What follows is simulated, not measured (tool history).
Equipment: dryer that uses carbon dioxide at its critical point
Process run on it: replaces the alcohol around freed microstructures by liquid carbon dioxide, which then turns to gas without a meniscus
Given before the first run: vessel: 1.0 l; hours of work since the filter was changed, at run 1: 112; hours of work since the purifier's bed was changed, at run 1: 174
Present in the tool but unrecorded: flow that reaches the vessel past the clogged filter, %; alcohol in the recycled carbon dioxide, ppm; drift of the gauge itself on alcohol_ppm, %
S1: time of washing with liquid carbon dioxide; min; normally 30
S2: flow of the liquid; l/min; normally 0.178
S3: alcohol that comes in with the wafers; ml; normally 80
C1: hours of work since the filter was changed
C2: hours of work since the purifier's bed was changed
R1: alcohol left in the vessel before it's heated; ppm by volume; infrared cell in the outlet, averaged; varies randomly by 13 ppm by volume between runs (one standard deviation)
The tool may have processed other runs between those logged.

run   hour  S1     S2  S3   C1   C2    R1
  1      0  30  0.178  80  112  174   980
  2    5.7  37  0.178  80  115  177   364
  3   14.7  30  0.178  80  119  182  1010
  4   25.2  30  0.178  82  125  188  1009
  5   33.1  30  0.144  80  129  192  2371
  6   43.9  30  0.144  80  135  197  2332
  7   50.1  30  0.144  80  138  201  2344
  8   55.1  30  0.178  80  141  203  1046
  9   64.8  30  0.178  80  146  208  1072
 10   73.1  30  0.178  80  150  213  1045
 11   78.9  30  0.178  80  153  216  1069
 12   89.7  30  0.178  80  159  221  1067
 13   97.9  47  0.249  80  163  226    21
 14  107.7  22  0.157  58  168  231  3602
 15  112.2  23  0.222  56  171  233   930
 16  122.5  23  0.201  36  176  239   867
 17  132.3  28  0.202  38  181  244   445
 18  139.4  42  0.178  85  185  248   239
 19  146.5  42  0.208  41  189  251    65
 20  157.8  28  0.143  43  195  257  1770
 21  166.3  46  0.178  28  199  262    78
 22  174.6  46  0.178  28  204  266    76

Some steps in R1, run to run, broken into two amounts with sign: the step expected even without the hidden condition (settings, incoming material, random variation), and the rest, left for the hidden condition together with whatever gauge scatter is not in both the measured and the hidden-condition-free result:
Run 13 -> 14: S1 47 -> 22, S2 0.249 -> 0.157, S3 80 -> 58. R1 +3581 ppm by volume: hidden state +639, all else +2942.
Run 14 -> 15: S1 22 -> 23, S2 0.157 -> 0.222, S3 58 -> 56. R1 -2672 ppm by volume: hidden state -407, all else -2265.
